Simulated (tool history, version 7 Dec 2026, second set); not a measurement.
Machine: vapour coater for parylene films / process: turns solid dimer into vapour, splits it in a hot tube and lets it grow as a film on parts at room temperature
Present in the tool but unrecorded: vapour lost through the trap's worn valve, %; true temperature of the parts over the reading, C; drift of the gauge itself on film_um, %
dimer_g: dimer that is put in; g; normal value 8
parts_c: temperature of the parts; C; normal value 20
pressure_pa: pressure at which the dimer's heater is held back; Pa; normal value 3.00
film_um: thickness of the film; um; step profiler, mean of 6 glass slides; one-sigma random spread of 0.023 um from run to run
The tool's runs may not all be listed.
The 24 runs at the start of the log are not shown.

run   hour  dimer_g  parts_c  pressure_pa  hours of work since the trap's valve was overhauled  hours of work since the table's thermometer was calibrated  film_um
 25  282.2        4       31         2.73                                                  193                                                         643     0.49
 26  291.8        6       31         2.73                                                  201                                                         651     0.79
 27  306.4       10       20         2.49                                                  212                                                         663     1.67
 28  322.3       10       20         2.49                                                  225                                                         675     1.68
 29  337.9        4       20         2.49                                                  238                                                         688     0.63
 30  353.2        4       20         2.49                                                  250                                                         700     0.69
 31  369.8        4       20         2.49                                                  263                                                         714     0.69
 32  382.6       12       20         6.02                                                  274                                                         724     1.84
 33  394.9        5       24         7.01                                                  284                                                         734     0.69
 34  403.8       12       24         3.00                                                  291                                                         741     1.77
 35  419.3        8       20         9.53                                                  303                                                         754     1.22
 36  435.7        7       20         6.76                                                  317                                                         767     1.06
 37  450.7       11       18         3.00                                                  329                                                         779     1.83
 38  458.7       11       18         3.31                                                  335                                                         785     1.82
 39  472.3       11       18         3.31                                                  346                                                         796     1.82
 40  484.8       11       18         3.31                                                  356                                                         806     1.77

Each row is a separate what-if for the run after 40, all from the same tool condition, not one after another. Results?
  A  498.7        4       21         7.08                                                  367                                                         818        ?
  B  498.7        4       17         7.67                                                  367                                                         818        ?
  C  498.7       11       18         4.60                                                  367                                                         818        ?

run  film_um
  A     0.58
  B     0.64
  C     1.80
With no hidden state in the tool, these same runs would have given:
run  film_um
  A     0.67
  B     0.73
  C     2.05

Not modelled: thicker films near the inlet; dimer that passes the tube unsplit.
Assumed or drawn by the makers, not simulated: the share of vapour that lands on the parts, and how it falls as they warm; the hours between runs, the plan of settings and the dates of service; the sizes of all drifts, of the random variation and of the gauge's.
